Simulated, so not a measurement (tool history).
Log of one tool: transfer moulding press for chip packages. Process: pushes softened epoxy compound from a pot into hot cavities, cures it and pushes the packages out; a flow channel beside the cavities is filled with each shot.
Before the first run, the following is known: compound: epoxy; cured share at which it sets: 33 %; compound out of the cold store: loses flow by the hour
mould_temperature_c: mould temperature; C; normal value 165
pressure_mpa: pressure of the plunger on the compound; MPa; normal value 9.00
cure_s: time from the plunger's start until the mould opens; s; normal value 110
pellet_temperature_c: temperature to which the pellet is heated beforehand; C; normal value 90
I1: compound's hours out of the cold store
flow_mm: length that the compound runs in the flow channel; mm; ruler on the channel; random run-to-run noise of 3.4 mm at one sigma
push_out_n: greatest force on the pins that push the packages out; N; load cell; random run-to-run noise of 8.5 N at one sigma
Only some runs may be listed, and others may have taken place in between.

Run 1, hour 0.0: usual settings; I1 42.3. Result: flow_mm 733 mm, push_out_n 383 N.
Run 2, hour 11.4: usual settings; I1 13.9. Result: flow_mm 829 mm, push_out_n 387 N.
Run 3, hour 19.6: usual settings; I1 22.5. Result: flow_mm 796 mm, push_out_n 381 N.
Run 4, hour 27.6: usual settings; I1 12.4. Result: flow_mm 838 mm, push_out_n 389 N.
Run 5, hour 35.8: usual settings; I1 43.3. Result: flow_mm 727 mm, push_out_n 387 N.
Run 6, hour 44.9: usual settings; I1 12.9. Result: flow_mm 828 mm, push_out_n 386 N.
Run 7, hour 56.7: usual settings; I1 34.1. Result: flow_mm 759 mm, push_out_n 388 N.
At hour 63.3: cavities cleaned with cleaning compound and waxed.
Run 8, hour 64.6: usual settings but cure_s 130 s; I1 22.8. Result: flow_mm 793 mm, push_out_n 331 N.
Run 9, hour 71.2: usual settings but cure_s 138 s; I1 36.3. Result: flow_mm 746 mm, push_out_n 332 N.
Run 10, hour 77.5: usual settings but cure_s 140 s; I1 18.7. Result: flow_mm 803 mm, push_out_n 323 N.
Run 11, hour 85.3: usual settings but cure_s 98 s; I1 31.0. Result: flow_mm 769 mm, push_out_n 459 N.
Run 12, hour 90.4: usual settings but cure_s 100 s; I1 32.1. Result: flow_mm 759 mm, push_out_n 418 N.
Run 13, hour 96.1: usual settings but cure_s 100 s; I1 14.7. Result: flow_mm 819 mm, push_out_n 458 N.
Run 14, hour 104.9: usual settings but cure_s 100 s; I1 45.2. Result: flow_mm 720 mm, push_out_n 420 N.
Run 15, hour 112.9: usual settings but pressure_mpa 7.80 MPa; I1 41.4. Result: flow_mm 680 mm, push_out_n 378 N.
Run 16, hour 117.9: usual settings but pressure_mpa 7.80 MPa; I1 17.1. Result: flow_mm 759 mm, push_out_n 419 N.
Run 17, hour 124.4: usual settings but mould_temperature_c 168 C, pellet_temperature_c 88 C; I1 35.7. Result: flow_mm 749 mm, push_out_n 357 N.
At hour 126.8: cavities cleaned with cleaning compound and waxed.
Run 18, hour 133.2: usual settings but pressure_mpa 7.69 MPa, cure_s 148 s; I1 26.1. Result: flow_mm 725 mm, push_out_n 340 N.
Run 19, hour 144.8: usual settings but pressure_mpa 7.69 MPa, cure_s 148 s; I1 47.6. Result: flow_mm 666 mm, push_out_n 325 N.
Run 20, hour 155.9: usual settings but pressure_mpa 7.69 MPa, cure_s 132 s, pellet_temperature_c 89 C; I1 31.4. Result: flow_mm 705 mm, push_out_n 355 N.
Run 21, hour 165.1: usual settings but pressure_mpa 10.01 MPa, cure_s 116 s, pellet_temperature_c 91 C; I1 35.0. Result: flow_mm 794 mm, push_out_n 371 N.
Run 22, hour 177.2: usual settings but pressure_mpa 8.04 MPa, cure_s 123 s, pellet_temperature_c 85 C; I1 43.0. Result: flow_mm 687 mm, push_out_n 364 N.
Run 23, hour 188.3: usual settings but mould_temperature_c 166 C, pellet_temperature_c 97 C; I1 25.0. Result: flow_mm 782 mm, push_out_n 375 N.
At hour 190.9: cavities cleaned with cleaning compound and waxed.
Run 24, hour 199.0: usual settings but pressure_mpa 9.26 MPa, cure_s 104 s, pellet_temperature_c 96 C; I1 42.4. Result: flow_mm 740 mm, push_out_n 402 N.
Run 25, hour 209.1: usual settings but pressure_mpa 9.26 MPa, cure_s 104 s, pellet_temperature_c 96 C; I1 43.4. Result: flow_mm 733 mm, push_out_n 401 N.
Run 26, hour 214.3: usual settings but pressure_mpa 9.26 MPa, cure_s 104 s, pellet_temperature_c 96 C; I1 32.3. Result: flow_mm 774 mm, push_out_n 420 N.
Run 27, hour 223.8: usual settings but mould_temperature_c 170 C, cure_s 131 s; I1 38.2. Result: flow_mm 729 mm, push_out_n 343 N.
Run 28, hour 235.5: usual settings but mould_temperature_c 171 C, pressure_mpa 10.18 MPa, cure_s 120 s, pellet_temperature_c 86 C; I1 28.0. Result: flow_mm 807 mm, push_out_n 351 N.

Predict each of these 4 candidate next runs independently; none follows another, all start after run 28:
Run A, hour 242.9: usual settings but mould_temperature_c 167 C, pressure_mpa 10.17 MPa, pellet_temperature_c 95 C; I1 17.7. Result: flow_mm ?, push_out_n ?.
Run B, hour 242.9: usual settings but mould_temperature_c 173 C, pressure_mpa 10.92 MPa, cure_s 90 s, pellet_temperature_c 86 C; I1 37.0. Result: flow_mm ?, push_out_n ?.
Run C, hour 242.9: usual settings but pressure_mpa 9.34 MPa, pellet_temperature_c 99 C; I1 36.3. Result: flow_mm ?, push_out_n ?.
Run D, hour 242.9: usual settings but mould_temperature_c 171 C, pressure_mpa 7.15 MPa, cure_s 106 s, pellet_temperature_c 86 C; I1 9.9. Result: flow_mm ?, push_out_n ?.

run  flow_mm  push_out_n
  A      858         359
  B      794         361
  C      761         373
  D      738         342
Take away the tool's hidden state, keep each run's random variation, and the runs would have read:
run  flow_mm  push_out_n
  A      858         355
  B      795         357
  C      762         369
  D      738         339
